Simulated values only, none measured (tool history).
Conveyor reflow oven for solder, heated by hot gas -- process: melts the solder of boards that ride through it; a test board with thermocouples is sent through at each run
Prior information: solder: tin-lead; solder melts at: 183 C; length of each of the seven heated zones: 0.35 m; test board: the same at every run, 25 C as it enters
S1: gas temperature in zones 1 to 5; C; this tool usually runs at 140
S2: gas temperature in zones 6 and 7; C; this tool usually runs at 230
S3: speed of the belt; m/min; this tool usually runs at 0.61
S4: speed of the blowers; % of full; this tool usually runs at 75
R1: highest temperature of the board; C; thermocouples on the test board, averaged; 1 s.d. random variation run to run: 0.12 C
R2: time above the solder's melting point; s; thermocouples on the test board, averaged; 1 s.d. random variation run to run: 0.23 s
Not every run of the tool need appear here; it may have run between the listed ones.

Run 1, hour 0: usual settings. Result: R1 214.6 C, R2 50.4 s.
Run 2, hour 6.5: usual settings but S1 129 C. Result: R1 212.6 C, R2 45.4 s.
Run 3, hour 20: usual settings but S1 129 C. Result: R1 212.7 C, R2 45.1 s.
Run 4, hour 31.9: usual settings but S1 150 C. Result: R1 216.5 C, R2 55.6 s.
Run 5, hour 40.4: usual settings. Result: R1 214.7 C, R2 50.4 s.
Run 6, hour 53.8: usual settings. Result: R1 214.7 C, R2 50.7 s.
Run 7, hour 65.4: usual settings. Result: R1 214.6 C, R2 50.1 s.
Run 8, hour 74.9: usual settings but S1 126 C. Result: R1 212 C, R2 44.1 s.
Run 9, hour 85.6: usual settings but S1 126 C. Result: R1 212 C, R2 44.1 s.
Run 10, hour 97.7: usual settings. Result: R1 214.5 C, R2 50.7 s.
Run 11, hour 110.7: usual settings but S4 63 % of full. Result: R1 212.4 C, R2 48.3 s.
Run 12, hour 116.9: usual settings but S3 0.657 m/min, S4 63 % of full. Result: R1 210 C, R2 42.4 s.
Run 13, hour 131.5: usual settings but S2 219 C, S3 0.657 m/min, S4 63 % of full. Result: R1 200.9 C, R2 33.7 s.
Run 14, hour 137.8: usual settings but S2 219 C, S3 0.657 m/min, S4 63 % of full. Result: R1 201 C, R2 33.7 s.
Run 15, hour 149.8: usual settings but S2 219 C, S3 0.657 m/min, S4 63 % of full. Result: R1 200.7 C, R2 33.4 s.
Run 16, hour 163.8: usual settings but S1 145 C, S2 219 C, S3 0.657 m/min, S4 63 % of full. Result: R1 202.2 C, R2 36.3 s.
Run 17, hour 176.8: usual settings but S1 129 C, S2 228 C, S3 0.516 m/min. Result: R1 216 C, R2 57.6 s.
Run 18, hour 183.3: usual settings but S1 127 C, S4 81 % of full. Result: R1 213.1 C, R2 45.3 s.
Run 19, hour 200.4: usual settings but S1 127 C, S3 0.687 m/min, S4 85 % of full. Result: R1 212.1 C, R2 39.6 s.
Run 20, hour 208.2: usual settings but S1 142 C, S2 233 C, S3 0.667 m/min, S4 58 % of full. Result: R1 213.4 C, R2 44.9 s.
Run 21, hour 219.4: usual settings but S1 153 C, S2 238 C, S3 0.504 m/min. Result: R1 230.5 C, R2 78.5 s.
Run 22, hour 225.5: usual settings but S1 153 C, S2 238 C, S3 0.504 m/min. Result: R1 230.6 C, R2 78.7 s.
Run 23, hour 239.8: usual settings but S2 244 C, S3 0.64 m/min, S4 76 % of full. Result: R1 227.8 C, R2 56 s.
Run 24, hour 247.7: usual settings but S2 244 C, S3 0.64 m/min, S4 76 % of full. Result: R1 227.4 C, R2 56 s.
Run 25, hour 257.4: usual settings but S2 242 C. Result: R1 227.4 C, R2 58.4 s.
Run 26, hour 269: usual settings but S2 242 C, S3 0.543 m/min. Result: R1 230.9 C, R2 67.7 s.
Run 27, hour 280.1: usual settings but S1 146 C, S2 242 C, S3 0.652 m/min, S4 89 % of full. Result: R1 228.4 C, R2 57.1 s.
Run 28, hour 286.2: usual settings but S1 146 C, S2 242 C, S3 0.652 m/min, S4 89 % of full. Result: R1 228 C, R2 57 s.
Run 29, hour 295.7: usual settings but S1 135 C. Result: R1 215.5 C, R2 49.8 s.
Run 30, hour 302.2: usual settings but S1 135 C. Result: R1 215.6 C, R2 49.9 s.
Run 31, hour 314.4: usual settings but S1 128 C, S3 0.62 m/min. Result: R1 213.8 C, R2 45.8 s.
Run 32, hour 327.2: usual settings but S1 141 C, S3 0.644 m/min. Result: R1 214.9 C, R2 48.3 s.

Missing from the log above: 1 entry noted between runs. For each, name the pair of listed runs it sits between and say how the tool's hidden condition differs from the listed run just before to the listed run just after:
Runs 18 to 19: flux residue cleaned out of gas plates and filters (hour 197.5)
  heat that the gas passes to the board, % of a clean oven's: 90.7 -> 99.4; belt's true speed, % of the reading: 99.61 -> 99.59; true gas temperature in zones 6 and 7 over the reading, C: 1.34 -> 1.36
  the result without the hidden state subtracted from the measured one, R1: -1.3 -> +1.2 C; R2: -1.4 -> +1 s
